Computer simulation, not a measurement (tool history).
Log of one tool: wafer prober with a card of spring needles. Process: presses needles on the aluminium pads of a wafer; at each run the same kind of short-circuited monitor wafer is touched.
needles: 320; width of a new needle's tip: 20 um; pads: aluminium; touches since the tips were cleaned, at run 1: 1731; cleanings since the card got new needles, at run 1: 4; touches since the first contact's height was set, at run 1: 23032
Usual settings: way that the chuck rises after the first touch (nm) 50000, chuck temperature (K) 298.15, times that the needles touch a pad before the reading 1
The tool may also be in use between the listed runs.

| run | day | way that the chuck rises after the first touch (nm) | chuck temperature (K) | times that the needles touch a pad before the reading | touches since the tips were cleaned | cleanings since the card got new needles | touches since the first contact's height was set | resistance of one needle with its contact and lead (mohm) | way that a needle slides on the pad (nm) |
|---|---|---|---|---|---|---|---|---|---|
| 1 | 0.000 | 50000 | 298.15 | 1 | 1731 | 4 | 23032 | 261 | 7596 |
|  | 0.617 | tips cleaned on abrasive film |
| 2 | 1.483 | 50000 | 298.15 | 1 | 4406 | 5 | 30562 | 334 | 7589 |
|  | 1.617 | tips cleaned on abrasive film |
| 3 | 2.229 | 70000 | 298.15 | 1 | 3103 | 6 | 34315 | 216 | 10610 |
|  | 2.638 | tips cleaned on abrasive film |
| 4 | 3.079 | 70000 | 298.15 | 1 | 2243 | 7 | 38628 | 199 | 10607 |
|  | 3.650 | tips cleaned on abrasive film |
| 5 | 3.846 | 36000 | 298.15 | 1 | 1004 | 8 | 42503 | 288 | 5418 |
|  | 4.642 | tips cleaned on abrasive film |
| 6 | 4.642 | 36000 | 298.15 | 1 | 0 | 9 | 46530 | 188 | 5425 |
|  | 5.675 | tips cleaned on abrasive film |
| 7 | 5.754 | 36000 | 298.15 | 1 | 404 | 10 | 52156 | 243 | 5424 |
|  | 6.688 | tips cleaned on abrasive film |
| 8 | 6.692 | 50000 | 392.15 | 1 | 26 | 11 | 56906 | 180 | 7528 |
|  | 7.700 | tips cleaned on abrasive film |
| 9 | 7.825 | 50000 | 392.15 | 1 | 636 | 12 | 62656 | 203 | 7540 |
| 10 | 8.492 | 50000 | 298.15 | 1 | 4020 | 12 | 66040 | 338 | 7542 |
|  | 8.746 | tips cleaned on abrasive film |
|  | 9.829 | tips cleaned on abrasive film |
| 11 | 9.846 | 50000 | 298.15 | 1 | 90 | 14 | 72892 | 166 | 7527 |
| 12 | 10.512 | 50000 | 298.15 | 1 | 3462 | 14 | 76264 | 319 | 7506 |
|  | 10.783 | tips cleaned on abrasive film |
| 13 | 11.171 | 50000 | 298.15 | 1 | 1980 | 15 | 79605 | 277 | 7514 |
|  | 11.788 | tips cleaned on abrasive film |
| 14 | 11.917 | 50000 | 298.15 | 1 | 656 | 16 | 83374 | 191 | 7516 |
|  | 12.762 | tips cleaned on abrasive film |
| 15 | 13.471 | 50000 | 298.15 | 1 | 3602 | 17 | 91257 | 318 | 7506 |
|  | 13.738 | tips cleaned on abrasive film |
|  | 14.742 | tips cleaned on abrasive film |
| 16 | 14.775 | 50000 | 385.15 | 1 | 161 | 19 | 97839 | 173 | 7486 |
| 17 | 15.621 | 50000 | 385.15 | 1 | 4459 | 19 | 102137 | 326 | 7490 |
|  | 15.746 | tips cleaned on abrasive film |
|  | 16.762 | tips cleaned on abrasive film |
| 18 | 17.104 | 50000 | 385.15 | 1 | 1756 | 21 | 109649 | 271 | 7482 |
|  | 17.217 | height of the first contact set anew |
|  | 17.721 | tips cleaned on abrasive film |
| 19 | 17.817 | 31000 | 356.15 | 2 | 479 | 22 | 3030 | 249 | 4550 |
| 20 | 18.525 | 34000 | 298.15 | 2 | 4083 | 22 | 6634 | 414 | 5004 |
|  | 18.729 | tips cleaned on abrasive film |
|  | 19.729 | tips cleaned on abrasive film |
| 21 | 20.004 | 61000 | 367.15 | 2 | 1414 | 24 | 14121 | 191 | 9094 |
|  | 20.683 | tips cleaned on abrasive film |
| 22 | 20.683 | 61000 | 367.15 | 2 | 0 | 25 | 17540 | 152 | 9102 |
|  | 21.646 | tips cleaned on abrasive film |
| 23 | 22.067 | 61000 | 367.15 | 2 | 2149 | 26 | 24567 | 206 | 9105 |
|  | 22.633 | tips cleaned on abrasive film |
| 24 | 22.850 | 68000 | 329.15 | 2 | 1091 | 27 | 28510 | 168 | 10153 |
|  | 23.579 | height of the first contact set anew, once more |
|  | 23.729 | tips cleaned on abrasive film |
| 25 | 23.733 | 57000 | 302.15 | 1 | 28 | 28 | 757 | 149 | 8671 |
|  | 24.688 | tips cleaned on abrasive film |
| 26 | 24.688 | 40000 | 298.15 | 2 | 0 | 29 | 5579 | 159 | 6088 |
|  | 25.721 | tips cleaned on abrasive film |
| 27 | 26.154 | 53000 | 303.15 | 1 | 2194 | 30 | 13017 | 272 | 8045 |
|  | 26.688 | tips cleaned on abrasive film |
| 28 | 27.371 | 53000 | 303.15 | 1 | 3476 | 31 | 19180 | 302 | 8052 |
|  | 27.725 | tips cleaned on abrasive film |
| 29 | 28.188 | 61000 | 355.15 | 2 | 2352 | 32 | 23318 | 203 | 9269 |
|  | 28.792 | tips cleaned on abrasive film |
| 30 | 29.658 | 61000 | 355.15 | 2 | 4404 | 33 | 30778 | 220 | 9259 |
|  | 29.779 | tips cleaned on abrasive film |
|  | 30.808 | tips cleaned on abrasive film |
| 31 | 30.808 | 61000 | 355.15 | 2 | 14 | 35 | 36583 | 149 | 9244 |
|  | 31.800 | tips cleaned on abrasive film |
| 32 | 32.258 | 61000 | 355.15 | 2 | 2331 | 36 | 43924 | 199 | 9242 |

4 ways to go on from here, each from the tool as it stands after run 32. What would each give?
|  | 32.817 | tips cleaned on abrasive film |
| A | 32.958 | 60000 | 312.15 | 2 | 722 | 37 | 47468 | ? | ? |
|  | 32.817 | tips cleaned on abrasive film |
| B | 32.958 | 54000 | 353.15 | 2 | 722 | 37 | 47468 | ? | ? |
|  | 32.817 | tips cleaned on abrasive film |
| C | 32.958 | 50000 | 298.15 | 2 | 722 | 37 | 47468 | ? | ? |
|  | 32.817 | tips cleaned on abrasive film |
| D | 32.958 | 34000 | 364.15 | 1 | 722 | 37 | 47468 | ? | ? |

| run | resistance of one needle with its contact and lead (mohm) | way that a needle slides on the pad (nm) |
|---|---|---|
| A | 162 | 9078 |
| B | 174 | 8161 |
| C | 175 | 7547 |
| D | 288 | 5113 |
Without the tool's hidden state the same runs would have given:
| run | resistance of one needle with its contact and lead (mohm) | way that a needle slides on the pad (nm) |
|---|---|---|
| A | 134 | 9142 |
| B | 143 | 8224 |
| C | 137 | 7611 |
| D | 166 | 5176 |

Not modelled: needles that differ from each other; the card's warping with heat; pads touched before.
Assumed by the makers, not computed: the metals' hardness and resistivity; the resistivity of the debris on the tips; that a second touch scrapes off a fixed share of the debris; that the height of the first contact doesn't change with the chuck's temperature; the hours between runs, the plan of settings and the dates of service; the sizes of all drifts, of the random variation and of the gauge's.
